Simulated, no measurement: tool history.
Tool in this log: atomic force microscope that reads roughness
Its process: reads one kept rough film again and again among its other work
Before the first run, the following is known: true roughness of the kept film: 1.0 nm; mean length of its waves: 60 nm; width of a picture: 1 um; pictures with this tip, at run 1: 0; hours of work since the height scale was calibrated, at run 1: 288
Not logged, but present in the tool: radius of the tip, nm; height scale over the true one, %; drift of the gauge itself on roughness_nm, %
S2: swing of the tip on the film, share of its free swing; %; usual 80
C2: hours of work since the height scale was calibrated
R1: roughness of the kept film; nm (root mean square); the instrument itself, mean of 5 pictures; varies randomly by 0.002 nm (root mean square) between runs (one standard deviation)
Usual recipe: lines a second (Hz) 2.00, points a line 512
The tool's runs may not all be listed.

{"run": 1, "hour": 0.0, "lines a second (Hz)": 2.0, "S2": 80, "points a line": 512, "pictures with this tip": 0, "C2": 288, "R1": 0.83}
{"run": 2, "hour": 42.7, "lines a second (Hz)": 2.0, "S2": 80, "points a line": 999, "pictures with this tip": 65, "C2": 316, "R1": 0.826}
{"run": 3, "hour": 76.6, "lines a second (Hz)": 2.0, "S2": 80, "points a line": 999, "pictures with this tip": 117, "C2": 337, "R1": 0.819}
{"run": 4, "hour": 130.9, "lines a second (Hz)": 2.0, "S2": 80, "points a line": 512, "pictures with this tip": 200, "C2": 372, "R1": 0.81}
{"run": 5, "hour": 161.8, "lines a second (Hz)": 0.78, "S2": 80, "points a line": 512, "pictures with this tip": 247, "C2": 392, "R1": 0.891}
{"hour": 191.5, "done": "new tip fitted"}
{"run": 6, "hour": 226.8, "lines a second (Hz)": 0.78, "S2": 80, "points a line": 512, "pictures with this tip": 54, "C2": 433, "R1": 0.906}
{"run": 7, "hour": 265.8, "lines a second (Hz)": 2.0, "S2": 66, "points a line": 512, "pictures with this tip": 114, "C2": 458, "R1": 0.893}
{"run": 8, "hour": 306.2, "lines a second (Hz)": 2.0, "S2": 80, "points a line": 512, "pictures with this tip": 175, "C2": 483, "R1": 0.813}
{"run": 9, "hour": 337.2, "lines a second (Hz)": 2.0, "S2": 80, "points a line": 512, "pictures with this tip": 223, "C2": 503, "R1": 0.807}
{"run": 10, "hour": 368.0, "lines a second (Hz)": 1.13, "S2": 58, "points a line": 508, "pictures with this tip": 270, "C2": 523, "R1": 0.918}
{"hour": 379.9, "done": "new tip fitted"}
{"run": 11, "hour": 420.7, "lines a second (Hz)": 1.13, "S2": 58, "points a line": 508, "pictures with this tip": 62, "C2": 556, "R1": 0.946}
{"run": 12, "hour": 475.0, "lines a second (Hz)": 1.13, "S2": 65, "points a line": 860, "pictures with this tip": 145, "C2": 591, "R1": 0.921}
{"hour": 482.2, "done": "height scale calibrated on a step standard"}
{"run": 13, "hour": 509.2, "lines a second (Hz)": 1.13, "S2": 65, "points a line": 860, "pictures with this tip": 195, "C2": 17, "R1": 0.913}
{"run": 14, "hour": 559.9, "lines a second (Hz)": 1.32, "S2": 80, "points a line": 285, "pictures with this tip": 273, "C2": 50, "R1": 0.84}
{"hour": 571.9, "done": "new tip fitted"}
{"run": 15, "hour": 623.4, "lines a second (Hz)": 1.78, "S2": 72, "points a line": 394, "pictures with this tip": 79, "C2": 90, "R1": 0.87}
{"run": 16, "hour": 680.3, "lines a second (Hz)": 2.0, "S2": 83, "points a line": 512, "pictures with this tip": 166, "C2": 126, "R1": 0.785}

What differs in the tool's unlogged condition from the final listed run ahead of each entry between runs to the first listed run following it?
Between runs 5 and 6: new tip fitted (hour 191.5)
  radius of the tip, nm: 38.9 -> 16.3; height scale over the true one, %: -0.7 -> -0.78
  measured result minus the result with no hidden state, R1: -0.034 -> -0.014 nm (root mean square)
Between runs 10 and 11: new tip fitted (hour 379.9)
  radius of the tip, nm: 38.9 -> 17.2; height scale over the true one, %: -0.93 -> -0.99
  measured result minus the result with no hidden state, R1: -0.038 -> -0.017 nm (root mean square)
Between runs 12 and 13: height scale calibrated on a step standard (hour 482.2)
  radius of the tip, nm: 26.2 -> 31.3; height scale over the true one, %: -1.05 -> -1.51
  measured result minus the result with no hidden state, R1: -0.026 -> -0.036 nm (root mean square)
Between runs 14 and 15: new tip fitted (hour 571.9)
  radius of the tip, nm: 39.7 -> 19.2; height scale over the true one, %: -1.57 -> -1.64
  measured result minus the result with no hidden state, R1: -0.041 -> -0.023 nm (root mean square)

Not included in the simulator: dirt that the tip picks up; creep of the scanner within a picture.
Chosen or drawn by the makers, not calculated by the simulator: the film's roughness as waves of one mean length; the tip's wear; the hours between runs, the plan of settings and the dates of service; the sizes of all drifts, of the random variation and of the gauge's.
